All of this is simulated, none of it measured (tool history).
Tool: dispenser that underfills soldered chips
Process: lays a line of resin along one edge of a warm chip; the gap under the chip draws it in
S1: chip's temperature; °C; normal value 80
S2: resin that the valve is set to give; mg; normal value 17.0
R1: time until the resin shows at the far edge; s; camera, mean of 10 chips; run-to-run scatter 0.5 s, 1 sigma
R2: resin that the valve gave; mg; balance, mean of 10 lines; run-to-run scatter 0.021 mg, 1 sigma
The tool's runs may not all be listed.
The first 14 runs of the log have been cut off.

Run 15, hour 55.8: usual settings but S1 75 °C. Result: R1 71.8 s, R2 16.76 mg.
At hour 59.1: new syringe of resin.
Run 16, hour 60.5: usual settings but S1 75 °C. Result: R1 53.0 s, R2 16.72 mg.
Run 17, hour 66.2: usual settings but S1 75 °C. Result: R1 73.9 s, R2 16.68 mg.
At hour 68.9: new syringe of resin.
Run 18, hour 70.1: usual settings but S1 75 °C. Result: R1 53.0 s, R2 16.68 mg.
Run 19, hour 75.9: usual settings but S1 75 °C. Result: R1 73.8 s, R2 16.67 mg.
At hour 78.5: new syringe of resin.
Run 20, hour 80.0: usual settings but S1 75 °C. Result: R1 52.4 s, R2 16.59 mg.
Run 21, hour 85.5: usual settings but S1 73 °C. Result: R1 76.3 s, R2 16.58 mg.
At hour 88.2: new syringe of resin.
Run 22, hour 91.7: usual settings but S1 66 °C, S2 21.2 mg. Result: R1 80.5 s, R2 20.64 mg.
Run 23, hour 97.2: usual settings but S2 15.3 mg. Result: R1 67.8 s, R2 14.86 mg.
At hour 98.1: new syringe of resin.
At hour 99.1: dispensing valve cleaned and set on the balance.
Run 24, hour 102.0: usual settings but S1 79 °C, S2 20.4 mg. Result: R1 48.2 s, R2 20.44 mg.
Run 25, hour 105.6: usual settings but S1 79 °C, S2 20.4 mg. Result: R1 58.8 s, R2 20.48 mg.
At hour 108.9: new syringe of resin.
Run 26, hour 109.1: usual settings but S1 79 °C, S2 20.4 mg. Result: R1 40.2 s, R2 20.38 mg.
Run 27, hour 113.6: usual settings but S1 79 °C, S2 20.4 mg. Result: R1 52.4 s, R2 20.41 mg.
Run 28, hour 117.4: usual settings but S1 92 °C, S2 17.1 mg. Result: R1 42.6 s, R2 17.07 mg.
At hour 118.7: new syringe of resin.
Run 29, hour 123.2: usual settings but S1 95 °C, S2 20.3 mg. Result: R1 31.6 s, R2 20.22 mg.
Run 30, hour 127.1: usual settings but S1 79 °C, S2 19.2 mg. Result: R1 67.7 s, R2 19.13 mg.
At hour 128.3: new syringe of resin.
Run 31, hour 132.9: usual settings but S1 79 °C, S2 18.0 mg. Result: R1 52.6 s, R2 17.90 mg.
At hour 137.9: new syringe of resin.
Run 32, hour 138.0: usual settings but S1 79 °C, S2 18.0 mg. Result: R1 42.9 s, R2 17.89 mg.
Run 33, hour 141.8: usual settings but S1 71 °C, S2 15.3 mg. Result: R1 70.8 s, R2 15.14 mg.
At hour 147.5: new syringe of resin.
Run 34, hour 147.7: usual settings but S1 77 °C, S2 15.8 mg. Result: R1 47.0 s, R2 15.65 mg.
Run 35, hour 153.8: usual settings but S1 65 °C, S2 21.1 mg. Result: R1 95.9 s, R2 20.85 mg.
At hour 157.2: new syringe of resin.
Run 36, hour 159.2: usual settings but S1 77 °C, S2 15.3 mg. Result: R1 53.3 s, R2 15.07 mg.

Each row is a separate what-if for the run after 36, all from the same tool condition, not one after another. Results?
Run A, hour 162.9: usual settings but S1 65 °C, S2 14.4 mg. Result: R1 ?, R2 ?.
Run B, hour 162.9: usual settings but S2 17.9 mg. Result: R1 ?, R2 ?.
Run C, hour 162.9: usual settings but S1 82 °C, S2 15.3 mg. Result: R1 ?, R2 ?.
Run D, hour 162.9: usual settings but S1 68 °C, S2 15.3 mg. Result: R1 ?, R2 ?.

run     R1     R2
  A  104.0  14.19
  B   54.7  17.65
  C   55.2  15.02
  D   90.3  15.02
Without the tool's unlogged condition, the same runs would have read:
run    R1     R2
  A  74.2  14.41
  B  39.0  17.92
  C  39.5  15.25
  D  64.5  15.25

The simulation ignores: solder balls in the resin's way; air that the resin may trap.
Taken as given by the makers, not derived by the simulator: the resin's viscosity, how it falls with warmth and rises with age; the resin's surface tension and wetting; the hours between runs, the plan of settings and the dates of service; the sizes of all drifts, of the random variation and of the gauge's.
